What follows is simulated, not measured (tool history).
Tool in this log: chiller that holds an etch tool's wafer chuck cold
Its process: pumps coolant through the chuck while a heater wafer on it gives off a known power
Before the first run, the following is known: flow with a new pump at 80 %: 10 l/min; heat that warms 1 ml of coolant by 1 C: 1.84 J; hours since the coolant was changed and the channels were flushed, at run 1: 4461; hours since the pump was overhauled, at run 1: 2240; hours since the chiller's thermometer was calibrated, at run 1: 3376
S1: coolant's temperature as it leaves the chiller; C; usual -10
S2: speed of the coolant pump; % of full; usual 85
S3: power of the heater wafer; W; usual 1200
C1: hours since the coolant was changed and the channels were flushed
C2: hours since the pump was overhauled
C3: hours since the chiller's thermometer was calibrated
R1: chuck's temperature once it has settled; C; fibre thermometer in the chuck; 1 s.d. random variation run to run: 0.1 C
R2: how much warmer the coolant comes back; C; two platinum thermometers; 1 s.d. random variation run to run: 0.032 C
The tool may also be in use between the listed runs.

run,hour,S1,S2,S3,C1,C2,C3,R1,R2
1,0.0,-10,85,1200,4461,2240,3376,-1.4,3.87
2,68.8,-10,85,1200,4530,2309,3444,-1.3,3.82
# hour 120.2: coolant changed, channels flushed
3,142.6,-10,85,1200,22,2377,3512,-2.2,3.88
4,216.4,-10,85,1200,96,2451,3586,-2.2,3.82
5,299.0,-10,93,1200,179,2534,3669,-2.7,3.44
6,347.1,-10,93,1346,227,2582,3717,-1.6,3.87
7,420.0,-10,93,1346,300,2654,3790,-1.7,3.94
8,499.4,-10,85,1200,379,2734,3869,-2.2,3.88
9,536.9,-10,85,1200,417,2771,3906,-2.3,3.85
10,578.1,-10,91,1200,458,2813,3948,-2.5,3.58
11,663.4,-10,91,1200,543,2898,4033,-2.5,3.60
12,723.3,-10,64,1200,603,2958,4093,-0.2,5.28
13,769.3,-10,85,1200,649,3004,4139,-2.1,3.82
14,822.9,-10,85,1200,703,3057,4192,-2.0,3.87
15,880.7,-10,85,695,760,3115,4250,-5.5,2.21
16,920.2,-10,85,695,800,3155,4290,-5.5,2.26
17,969.2,-10,85,634,849,3204,4339,-6.0,2.04
18,1056.0,-10,85,634,936,3290,4426,-5.9,1.99
19,1139.5,-10,85,634,1019,3374,4509,-6.1,2.00
20,1216.5,-6,76,1492,1096,3451,4586,4.7,5.46
21,1255.9,-6,76,1492,1136,3490,4625,5.0,5.46
22,1342.8,-6,76,1492,1223,3577,4712,4.9,5.54
23,1419.7,-17,66,973,1300,3654,4789,-9.3,4.19
24,1497.9,-15,85,1537,1378,3732,4867,-4.7,4.98
25,1589.7,-16,84,914,1470,3824,4959,-9.9,3.04
26,1630.0,-16,84,914,1510,3865,5000,-9.9,3.03
27,1675.5,-13,64,1326,1555,3910,5045,-2.1,5.91
28,1752.8,-5,79,1741,1633,3987,5122,7.4,6.20

Each row is a separate what-if for the run after 28, all from the same tool condition, not one after another. Results?
A,1800.1,-3,79,660,1680,4035,5170,?,?
B,1800.1,-5,64,746,1680,4035,5170,?,?
C,1800.1,-5,81,1290,1680,4035,5170,?,?

run,R1,R2
A,1.5,2.34
B,0.8,3.39
C,4.0,4.47
With no hidden state in the tool, these same runs would have given:
run,R1,R2
A,1.6,2.18
B,0.8,3.16
C,3.7,4.16

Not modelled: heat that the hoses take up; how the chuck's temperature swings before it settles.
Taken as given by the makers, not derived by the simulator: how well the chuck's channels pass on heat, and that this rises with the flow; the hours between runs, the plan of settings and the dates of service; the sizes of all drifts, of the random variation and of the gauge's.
